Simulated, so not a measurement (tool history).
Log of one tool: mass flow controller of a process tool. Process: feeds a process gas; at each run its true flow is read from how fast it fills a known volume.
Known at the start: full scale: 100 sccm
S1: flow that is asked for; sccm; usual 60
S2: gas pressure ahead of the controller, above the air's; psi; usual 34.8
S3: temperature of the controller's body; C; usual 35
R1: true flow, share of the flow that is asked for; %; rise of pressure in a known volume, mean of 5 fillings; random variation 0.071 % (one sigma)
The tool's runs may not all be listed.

run     day  S1    S2  S3     R1
  1       0  60  34.8  35   98.8
  2   2.475  60  40.5  35  98.62
  3   5.129  24  34.8  35  97.28
  4   7.325  24  34.8  35  97.15
  5  10.767  60  30.6  35  98.69
  6  12.333  60  34.8  31  98.48
  7  15.204  60  34.8  24  98.08
  8  18.125  55    29  40  98.81
  9  21.408  83    29  40  99.58
 10   23.75  42    39  31  97.65
 11   26.65  12  20.6  34  95.72
 12    30.1  17  23.6  30  96.23
 13  32.196  29  34.8  24  96.94

Forecast each of these 4 alternatives for the next run:
  A  34.221  29  37.3  24   ?
  B  34.221  28  38.9  31   ?
  C  34.221  14  34.8  24   ?
  D  34.221  60  37.4  24   ?

run     R1
  A  96.75
  B  96.98
  C  95.31
  D  98.03
Without the tool's hidden state the same runs would have given:
run     R1
  A  98.28
  B  98.54
  C  97.99
  D  98.99
